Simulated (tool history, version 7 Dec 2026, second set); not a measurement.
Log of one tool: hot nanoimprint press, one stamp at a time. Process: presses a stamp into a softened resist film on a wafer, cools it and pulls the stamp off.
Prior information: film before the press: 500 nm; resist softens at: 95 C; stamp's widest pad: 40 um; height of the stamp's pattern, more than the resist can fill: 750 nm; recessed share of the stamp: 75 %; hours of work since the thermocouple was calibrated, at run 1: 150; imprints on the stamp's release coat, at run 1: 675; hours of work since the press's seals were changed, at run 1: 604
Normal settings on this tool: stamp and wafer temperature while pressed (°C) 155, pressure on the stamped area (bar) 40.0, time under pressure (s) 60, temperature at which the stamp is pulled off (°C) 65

run	hour	stamp and wafer temperature while pressed (°C)	pressure on the stamped area (bar)	time under pressure (s)	temperature at which the stamp is pulled off (°C)	hours of work since the thermocouple was calibrated	imprints on the stamp's release coat	hours of work since the press's seals were changed	resist left under the stamp's widest pad (Å)	greatest force while the stamp is pulled off (N)
1	0.0	155	40.0	60	65	150	675	604	2675	170
2	24.0	155	40.0	60	65	163	754	618	2705	180
3	51.1	155	40.0	60	65	178	842	633	2694	177
4	87.5	155	40.0	60	65	199	961	653	2693	189
5	119.8	155	40.0	60	65	217	1067	671	2677	182
6	140.5	167	40.0	60	65	228	1134	683	1906	183
7	161.7	167	40.0	60	65	240	1204	695	1890	186
# hour 186.3: stamp cleaned and given a new release coat
8	201.2	167	40.0	60	65	259	49	713	1917	159
9	234.7	155	40.0	60	65	277	158	732	2749	167
# hour 240.4: plate thermocouple calibrated
10	269.6	155	40.0	60	65	16	263	750	2753	166
11	309.7	155	40.0	60	65	39	394	772	2769	167
12	347.7	155	34.7	60	65	60	518	793	2963	174
13	387.6	143	40.0	60	65	82	648	816	3922	179
14	429.6	155	40.0	60	65	106	785	839	2762	187
15	448.7	155	56.9	60	65	116	847	850	2350	173
# hour 487.5: plate thermocouple calibrated, once more
16	489.1	155	56.9	60	65	1	970	871	2239	181
17	513.4	150	59.5	60	66	14	1049	884	2599	182
18	554.7	150	59.5	60	66	38	1184	907	2633	181
# hour 586.1: stamp cleaned and given a new release coat
19	590.6	158	37.5	60	65	54	15	924	2569	167
20	631.6	155	50.5	53	67	77	148	947	2513	157
21	668.7	155	50.5	63	67	98	270	967	2391	156
22	709.8	155	50.5	63	67	121	404	990	2410	166
23	751.4	155	50.5	63	67	144	540	1014	2415	163
24	769.0	155	40.0	43	55	154	597	1023	3000	203
25	789.6	144	28.0	60	65	165	664	1035	4189	170
26	827.0	153	40.0	45	65	186	787	1056	3168	179
27	862.1	153	40.0	45	65	206	901	1075	3161	182
28	891.0	153	40.0	45	65	222	996	1092	3130	182
# hour 904.8: press's hydraulic seals changed and the load cell set to zero
29	921.7	153	40.0	45	65	235	1070	9	3070	189

Branching from run 29: 4 alternative next runs. What would each branch give?
A	957.8	165	40.0	69	51	255	1188	30	?	?
B	957.8	156	40.0	60	71	255	1188	30	?	?
C	957.8	164	55.9	45	56	255	1188	30	?	?
D	957.8	150	40.0	45	52	255	1188	30	?	?

run	resist left under the stamp's widest pad (Å)	greatest force while the stamp is pulled off (N)
A	1887	238
B	2597	168
C	1815	226
D	3384	233
Stripped of hidden state, with their random variation kept, the same runs would have yielded:
run	resist left under the stamp's widest pad (Å)	greatest force while the stamp is pulled off (N)
A	1844	204
B	2536	144
C	1769	194
D	3313	200
